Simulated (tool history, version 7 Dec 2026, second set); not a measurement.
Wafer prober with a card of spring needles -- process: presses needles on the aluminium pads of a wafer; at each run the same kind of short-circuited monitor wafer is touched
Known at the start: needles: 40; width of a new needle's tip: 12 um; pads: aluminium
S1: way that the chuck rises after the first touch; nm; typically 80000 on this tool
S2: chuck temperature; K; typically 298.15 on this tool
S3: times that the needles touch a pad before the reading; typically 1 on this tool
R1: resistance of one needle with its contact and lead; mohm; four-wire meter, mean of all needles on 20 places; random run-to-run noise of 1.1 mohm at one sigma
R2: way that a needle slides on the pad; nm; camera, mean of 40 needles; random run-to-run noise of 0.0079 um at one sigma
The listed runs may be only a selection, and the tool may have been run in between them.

| run | hour | S1 | S2 | S3 | R1 | R2 |
|---|---|---|---|---|---|---|
| 1 | 0.0 | 80000 | 298.15 | 1 | 231 | 15575 |
|  | 3.2 | tips cleaned on abrasive film |
|  | 17.8 | tips cleaned on abrasive film |
|  | 30.3 | tips cleaned on abrasive film |
| 2 | 41.7 | 80000 | 343.15 | 1 | 242 | 15557 |
|  | 45.0 | tips cleaned on abrasive film |
|  | 59.9 | tips cleaned on abrasive film |
|  | 75.6 | tips cleaned on abrasive film |
| 3 | 78.3 | 80000 | 343.15 | 1 | 243 | 15553 |
|  | 89.7 | tips cleaned on abrasive film |
|  | 102.3 | tips cleaned on abrasive film |
| 4 | 104.7 | 80000 | 343.15 | 1 | 242 | 15575 |
|  | 117.3 | tips cleaned on abrasive film |
|  | 131.6 | tips cleaned on abrasive film |
|  | 144.2 | tips cleaned on abrasive film |
| 5 | 152.0 | 80000 | 298.15 | 2 | 231 | 15554 |
|  | 158.1 | tips cleaned on abrasive film |
|  | 167.7 | height of the first contact set anew |
|  | 174.1 | tips cleaned on abrasive film |
|  | 189.4 | tips cleaned on abrasive film |
|  | 204.7 | tips cleaned on abrasive film |
| 6 | 208.4 | 80000 | 298.15 | 2 | 230 | 15546 |
|  | 217.9 | tips cleaned on abrasive film |
|  | 232.1 | tips cleaned on abrasive film |
|  | 247.6 | tips cleaned on abrasive film |
| 7 | 248.4 | 80000 | 298.15 | 2 | 232 | 15538 |
|  | 261.0 | tips cleaned on abrasive film |
| 8 | 273.3 | 80000 | 298.15 | 2 | 232 | 15517 |
|  | 276.6 | tips cleaned on abrasive film |
|  | 292.2 | tips cleaned on abrasive film |
|  | 307.3 | tips cleaned on abrasive film |
| 9 | 319.7 | 82000 | 298.15 | 2 | 231 | 15913 |
|  | 323.0 | tips cleaned on abrasive film |
|  | 338.0 | tips cleaned on abrasive film |
|  | 353.3 | tips cleaned on abrasive film |
| 10 | 355.9 | 82000 | 298.15 | 2 | 227 | 15898 |
|  | 368.5 | tips cleaned on abrasive film |
|  | 383.6 | tips cleaned on abrasive film |
| 11 | 384.3 | 87000 | 358.15 | 2 | 246 | 16873 |
|  | 393.3 | height of the first contact set anew |
|  | 396.5 | tips cleaned on abrasive film |
|  | 411.2 | tips cleaned on abrasive film |
|  | 426.9 | tips cleaned on abrasive film |
| 12 | 437.4 | 87000 | 358.15 | 2 | 247 | 16859 |
|  | 440.6 | tips cleaned on abrasive film |
|  | 456.2 | tips cleaned on abrasive film |
| 13 | 466.1 | 69000 | 305.15 | 2 | 234 | 13363 |
|  | 469.3 | tips cleaned on abrasive film |
|  | 484.3 | tips cleaned on abrasive film |
|  | 499.5 | tips cleaned on abrasive film |
| 14 | 504.5 | 86000 | 300.15 | 2 | 230 | 16647 |
|  | 512.9 | tips cleaned on abrasive film |
|  | 528.0 | tips cleaned on abrasive film |
|  | 541.6 | tips cleaned on abrasive film |
| 15 | 541.6 | 93000 | 358.15 | 2 | 244 | 18007 |
|  | 554.2 | tips cleaned on abrasive film |
|  | 569.4 | tips cleaned on abrasive film |
|  | 582.0 | tips cleaned on abrasive film |
|  | 597.2 | tips cleaned on abrasive film |
| 16 | 600.1 | 73000 | 298.15 | 2 | 231 | 14117 |
|  | 612.7 | tips cleaned on abrasive film |
|  | 619.2 | height of the first contact set anew |
|  | 628.5 | tips cleaned on abrasive film |
| 17 | 638.8 | 80000 | 323.15 | 1 | 238 | 15462 |
|  | 642.0 | tips cleaned on abrasive film |
|  | 654.6 | tips cleaned on abrasive film |
|  | 670.2 | tips cleaned on abrasive film |
|  | 685.6 | tips cleaned on abrasive film |
|  | 698.3 | tips cleaned on abrasive film |
| 18 | 698.3 | 80000 | 298.15 | 1 | 228 | 15461 |

Per-run results on a tool with no hidden state, each run keeping its own random variation:
Hidden state at play: debris on the tips, nm; way that the needles fall short of the set height, um; tips' diameter, um; drift of the gauge itself on contact_mohm, %; drift of the gauge itself on scrub_um, %.
| run | R2 |
|---|---|
| 1 | 15576 |
| 2 | 15565 |
| 3 | 15569 |
| 4 | 15596 |
| 5 | 15583 |
| 6 | 15581 |
| 7 | 15580 |
| 8 | 15563 |
| 9 | 15969 |
| 10 | 15961 |
| 11 | 16946 |
| 12 | 16935 |
| 13 | 13429 |
| 14 | 16737 |
| 15 | 18111 |
| 16 | 14210 |
| 17 | 15563 |
| 18 | 15574 |
R1 without the hidden state stays within 1 mohm of what was measured, in all runs.

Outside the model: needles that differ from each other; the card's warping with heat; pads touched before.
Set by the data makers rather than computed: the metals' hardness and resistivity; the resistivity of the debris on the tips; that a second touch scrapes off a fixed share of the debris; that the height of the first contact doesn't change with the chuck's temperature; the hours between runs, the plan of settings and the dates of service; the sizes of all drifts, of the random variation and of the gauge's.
